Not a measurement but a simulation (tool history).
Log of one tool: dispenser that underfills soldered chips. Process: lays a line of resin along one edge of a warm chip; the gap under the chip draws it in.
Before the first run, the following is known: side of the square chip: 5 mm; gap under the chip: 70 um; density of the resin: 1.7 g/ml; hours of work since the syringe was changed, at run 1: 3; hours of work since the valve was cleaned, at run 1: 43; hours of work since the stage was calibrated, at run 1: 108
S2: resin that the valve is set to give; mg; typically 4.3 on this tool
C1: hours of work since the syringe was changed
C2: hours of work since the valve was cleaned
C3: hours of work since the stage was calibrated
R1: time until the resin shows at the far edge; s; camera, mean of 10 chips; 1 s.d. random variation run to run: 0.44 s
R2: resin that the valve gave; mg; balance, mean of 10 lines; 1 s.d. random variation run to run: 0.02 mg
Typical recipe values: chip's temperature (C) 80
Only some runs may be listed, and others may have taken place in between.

{"run": 1, "hour": 0.0, "chip's temperature (C)": 80, "S2": 4.3, "C1": 3, "C2": 43, "C3": 108, "R1": 41.9, "R2": 4.21}
{"hour": 3.7, "done": "new syringe of resin"}
{"run": 2, "hour": 4.8, "chip's temperature (C)": 80, "S2": 4.3, "C1": 1, "C2": 46, "C3": 111, "R1": 34.1, "R2": 4.23}
{"run": 3, "hour": 8.1, "chip's temperature (C)": 80, "S2": 4.3, "C1": 3, "C2": 48, "C3": 113, "R1": 40.2, "R2": 4.2}
{"run": 4, "hour": 10.4, "chip's temperature (C)": 80, "S2": 4.3, "C1": 4, "C2": 49, "C3": 114, "R1": 46.6, "R2": 4.2}
{"hour": 12.8, "done": "new syringe of resin"}
{"run": 5, "hour": 12.8, "chip's temperature (C)": 80, "S2": 4.3, "C1": 0, "C2": 50, "C3": 115, "R1": 31.6, "R2": 4.22}
{"run": 6, "hour": 15.3, "chip's temperature (C)": 80, "S2": 4.3, "C1": 2, "C2": 52, "C3": 117, "R1": 36.8, "R2": 4.23}
{"run": 7, "hour": 18.2, "chip's temperature (C)": 80, "S2": 3.74, "C1": 3, "C2": 54, "C3": 119, "R1": 44.2, "R2": 3.67}
{"hour": 22.1, "done": "new syringe of resin"}
{"run": 8, "hour": 23.2, "chip's temperature (C)": 80, "S2": 4.3, "C1": 1, "C2": 57, "C3": 122, "R1": 33.3, "R2": 4.23}
{"run": 9, "hour": 27.6, "chip's temperature (C)": 80, "S2": 3.88, "C1": 3, "C2": 59, "C3": 124, "R1": 44.1, "R2": 3.77}
{"hour": 31.2, "done": "new syringe of resin"}
{"run": 10, "hour": 31.4, "chip's temperature (C)": 80, "S2": 3.88, "C1": 0, "C2": 61, "C3": 126, "R1": 33.6, "R2": 3.81}
{"run": 11, "hour": 35.3, "chip's temperature (C)": 80, "S2": 3.88, "C1": 3, "C2": 64, "C3": 129, "R1": 41.4, "R2": 3.8}
{"hour": 40.0, "done": "new syringe of resin"}
{"run": 12, "hour": 40.9, "chip's temperature (C)": 80, "S2": 3.88, "C1": 1, "C2": 67, "C3": 132, "R1": 33.9, "R2": 3.79}
{"run": 13, "hour": 45.1, "chip's temperature (C)": 80, "S2": 3.88, "C1": 3, "C2": 70, "C3": 135, "R1": 41.9, "R2": 3.79}
{"run": 14, "hour": 48.6, "chip's temperature (C)": 80, "S2": 4.3, "C1": 5, "C2": 72, "C3": 137, "R1": 50.2, "R2": 4.16}
{"hour": 49.3, "done": "new syringe of resin"}
{"run": 15, "hour": 52.8, "chip's temperature (C)": 80, "S2": 4.3, "C1": 2, "C2": 74, "C3": 139, "R1": 38.3, "R2": 4.17}
{"run": 16, "hour": 56.9, "chip's temperature (C)": 80, "S2": 4.3, "C1": 5, "C2": 77, "C3": 142, "R1": 47.8, "R2": 4.16}
{"hour": 58.4, "done": "new syringe of resin"}
{"run": 17, "hour": 60.6, "chip's temperature (C)": 89, "S2": 4.94, "C1": 1, "C2": 79, "C3": 144, "R1": 23.1, "R2": 4.77}
{"run": 18, "hour": 64.7, "chip's temperature (C)": 70, "S2": 3.81, "C1": 4, "C2": 81, "C3": 146, "R1": 78.9, "R2": 3.68}
{"hour": 67.5, "done": "new syringe of resin"}
{"run": 19, "hour": 70.0, "chip's temperature (C)": 79, "S2": 4.47, "C1": 2, "C2": 84, "C3": 149, "R1": 37.2, "R2": 4.32}
{"run": 20, "hour": 73.1, "chip's temperature (C)": 79, "S2": 3.97, "C1": 3, "C2": 86, "C3": 151, "R1": 46.6, "R2": 3.84}
{"hour": 76.8, "done": "new syringe of resin"}
{"run": 21, "hour": 76.8, "chip's temperature (C)": 92, "S2": 3.97, "C1": 0, "C2": 88, "C3": 153, "R1": 17.8, "R2": 3.83}
{"run": 22, "hour": 82.1, "chip's temperature (C)": 92, "S2": 3.97, "C1": 3, "C2": 92, "C3": 157, "R1": 24.2, "R2": 3.86}
{"hour": 86.0, "done": "new syringe of resin"}
{"run": 23, "hour": 86.4, "chip's temperature (C)": 71, "S2": 5.51, "C1": 0, "C2": 94, "C3": 159, "R1": 49.7, "R2": 5.27}
{"run": 24, "hour": 89.7, "chip's temperature (C)": 93, "S2": 4.45, "C1": 2, "C2": 96, "C3": 161, "R1": 20.4, "R2": 4.3}
{"run": 25, "hour": 92.1, "chip's temperature (C)": 67, "S2": 4.46, "C1": 4, "C2": 98, "C3": 163, "R1": 86.8, "R2": 4.28}
{"hour": 95.0, "done": "new syringe of resin"}
{"run": 26, "hour": 95.3, "chip's temperature (C)": 86, "S2": 4.83, "C1": 0, "C2": 99, "C3": 164, "R1": 22.8, "R2": 4.63}
{"run": 27, "hour": 99.3, "chip's temperature (C)": 86, "S2": 4.83, "C1": 3, "C2": 102, "C3": 167, "R1": 29.2, "R2": 4.65}
{"hour": 104.1, "done": "new syringe of resin"}
{"run": 28, "hour": 104.8, "chip's temperature (C)": 91, "S2": 4.42, "C1": 0, "C2": 105, "C3": 170, "R1": 18.6, "R2": 4.23}
{"run": 29, "hour": 108.2, "chip's temperature (C)": 86, "S2": 5.44, "C1": 3, "C2": 107, "C3": 172, "R1": 27.5, "R2": 5.19}
{"run": 30, "hour": 111.4, "chip's temperature (C)": 86, "S2": 5.44, "C1": 5, "C2": 109, "C3": 174, "R1": 34.2, "R2": 5.19}
{"hour": 113.2, "done": "new syringe of resin"}
{"run": 31, "hour": 114.8, "chip's temperature (C)": 92, "S2": 4.68, "C1": 1, "C2": 111, "C3": 176, "R1": 18.5, "R2": 4.48}

Some steps in R1 between neighbouring runs. How much of each would the tool show without its hidden state too (settings, what came in, random variation), and how much is left for the hidden state, with any gauge scatter that isn't in both results?
Hidden state at play: resin's viscosity, % of fresh resin's; dose that the valve gives, % of what is set; true chip temperature over the reading, C; drift of the gauge itself on fill_s, %; drift of the gauge itself on given_mg, %.
Run 17 -> 18: chip's temperature (C) 89 -> 70, S2 4.94 -> 3.81. R1 +55.8 s: hidden state +20.1, all else +35.7.
Run 24 -> 25: chip's temperature (C) 93 -> 67, S2 4.45 -> 4.46. R1 +66.4 s: hidden state +19.1, all else +47.3.
Run 25 -> 26: chip's temperature (C) 67 -> 86, S2 4.46 -> 4.83, new syringe of resin. R1 -64 s: hidden state -22.6, all else -41.4.

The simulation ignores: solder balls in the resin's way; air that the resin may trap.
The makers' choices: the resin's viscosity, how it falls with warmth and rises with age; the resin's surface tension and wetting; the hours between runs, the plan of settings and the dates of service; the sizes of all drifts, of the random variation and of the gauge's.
